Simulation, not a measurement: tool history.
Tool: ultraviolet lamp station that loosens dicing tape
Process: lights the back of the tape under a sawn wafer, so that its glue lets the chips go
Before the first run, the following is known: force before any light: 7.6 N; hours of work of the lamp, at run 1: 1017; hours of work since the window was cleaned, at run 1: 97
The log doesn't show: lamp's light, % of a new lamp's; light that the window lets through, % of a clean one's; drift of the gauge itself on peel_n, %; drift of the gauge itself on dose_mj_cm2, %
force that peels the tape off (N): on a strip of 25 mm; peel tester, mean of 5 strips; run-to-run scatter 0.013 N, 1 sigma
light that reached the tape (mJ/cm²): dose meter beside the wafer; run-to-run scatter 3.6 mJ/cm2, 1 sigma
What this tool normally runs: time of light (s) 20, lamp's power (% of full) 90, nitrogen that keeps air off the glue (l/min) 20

run,hour,time of light (s),lamp's power (% of full),nitrogen that keeps air off the glue (l/min),hours of work of the lamp,hours of work since the window was cleaned,force that peels the tape off (N),light that reached the tape (mJ/cm²)
1,0,20,90,20,1017,97,1.057,455
2,42.4,20,90,20,1045,125,1.071,452
3,95.8,20,90,10,1079,159,1.805,442
4,127.1,20,90,21,1100,180,1.082,433
5,160,20,90,21,1121,201,1.084,428
6,198.7,33,90,20,1146,226,0.379,702
7,245.6,33,90,20,1176,256,0.398,689
8,299.1,20,72,34,1211,291,1.269,337
9,338,20,72,34,1236,316,1.33,321
10,375.4,20,90,13,1261,341,1.676,411
11,412.1,20,90,13,1284,364,1.661,399
12,435.8,27,90,17,1300,380,0.878,536
13,462.9,27,83,7,1317,397,1.998,490
14,505.2,20,90,35,1345,425,0.924,387

Here are 3 independent what-if runs from the current tool condition. What would each one return?
A,557,20,76,35,1378,458,?,?
B,557,17,73,14,1378,458,?,?
C,557,20,94,20,1378,458,?,?

run,force that peels the tape off (N),light that reached the tape (mJ/cm²)
A,1.279,327
B,2.808,263
C,1.274,401
With no hidden state in the tool, these same runs would have given:
run,force that peels the tape off (N),light that reached the tape (mJ/cm²)
A,0.519,509
B,1.611,411
C,0.518,625
